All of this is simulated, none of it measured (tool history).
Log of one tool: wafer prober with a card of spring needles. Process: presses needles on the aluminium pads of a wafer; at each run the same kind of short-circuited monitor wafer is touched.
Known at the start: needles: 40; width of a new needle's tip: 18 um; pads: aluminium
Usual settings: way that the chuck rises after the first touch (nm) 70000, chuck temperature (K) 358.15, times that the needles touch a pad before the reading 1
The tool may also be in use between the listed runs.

| run | hour | way that the chuck rises after the first touch (nm) | chuck temperature (K) | times that the needles touch a pad before the reading | resistance of one needle with its contact and lead (mohm) | way that a needle slides on the pad (nm) |
|---|---|---|---|---|---|---|
| 1 | 0.0 | 70000 | 358.15 | 1 | 180 | 8400 |
| 2 | 12.6 | 70000 | 358.15 | 1 | 315 | 8350 |
| 3 | 26.5 | 70000 | 358.15 | 1 | 359 | 8430 |
| 4 | 39.9 | 70000 | 358.15 | 1 | 374 | 8490 |
|  | 43.7 | tips cleaned on abrasive film |
| 5 | 54.5 | 70000 | 358.15 | 1 | 299 | 8420 |
| 6 | 70.1 | 70000 | 358.15 | 1 | 362 | 8410 |
| 7 | 77.9 | 70000 | 358.15 | 1 | 369 | 8470 |
| 8 | 85.5 | 70000 | 358.15 | 1 | 370 | 8440 |
|  | 87.6 | tips cleaned on abrasive film |
| 9 | 94.1 | 70000 | 342.15 | 1 | 263 | 8390 |
| 10 | 103.9 | 53000 | 300.15 | 1 | 458 | 6370 |
| 11 | 113.3 | 75000 | 303.15 | 3 | 221 | 9010 |
| 12 | 120.3 | 76000 | 314.15 | 2 | 274 | 9200 |
| 13 | 127.9 | 54000 | 313.15 | 2 | 377 | 6540 |
|  | 130.9 | tips cleaned on abrasive film |
| 14 | 135.8 | 90000 | 386.15 | 1 | 217 | 10830 |
| 15 | 145.9 | 90000 | 386.15 | 1 | 264 | 10930 |

4 ways to go on from here, each from the tool as it stands after run 15. What would each give?
| A | 154.2 | 73000 | 357.15 | 2 | ? | ? |
| B | 154.2 | 90000 | 386.15 | 3 | ? | ? |
| C | 154.2 | 68000 | 386.15 | 1 | ? | ? |
| D | 154.2 | 70000 | 309.15 | 1 | ? | ? |

| run | resistance of one needle with its contact and lead (mohm) | way that a needle slides on the pad (nm) |
|---|---|---|
| A | 265 | 8790 |
| B | 210 | 10830 |
| C | 362 | 8170 |
| D | 363 | 8410 |
Without the tool's hidden state the same runs would have given:
| run | resistance of one needle with its contact and lead (mohm) | way that a needle slides on the pad (nm) |
|---|---|---|
| A | 160 | 8900 |
| B | 167 | 10930 |
| C | 169 | 8270 |
| D | 156 | 8520 |

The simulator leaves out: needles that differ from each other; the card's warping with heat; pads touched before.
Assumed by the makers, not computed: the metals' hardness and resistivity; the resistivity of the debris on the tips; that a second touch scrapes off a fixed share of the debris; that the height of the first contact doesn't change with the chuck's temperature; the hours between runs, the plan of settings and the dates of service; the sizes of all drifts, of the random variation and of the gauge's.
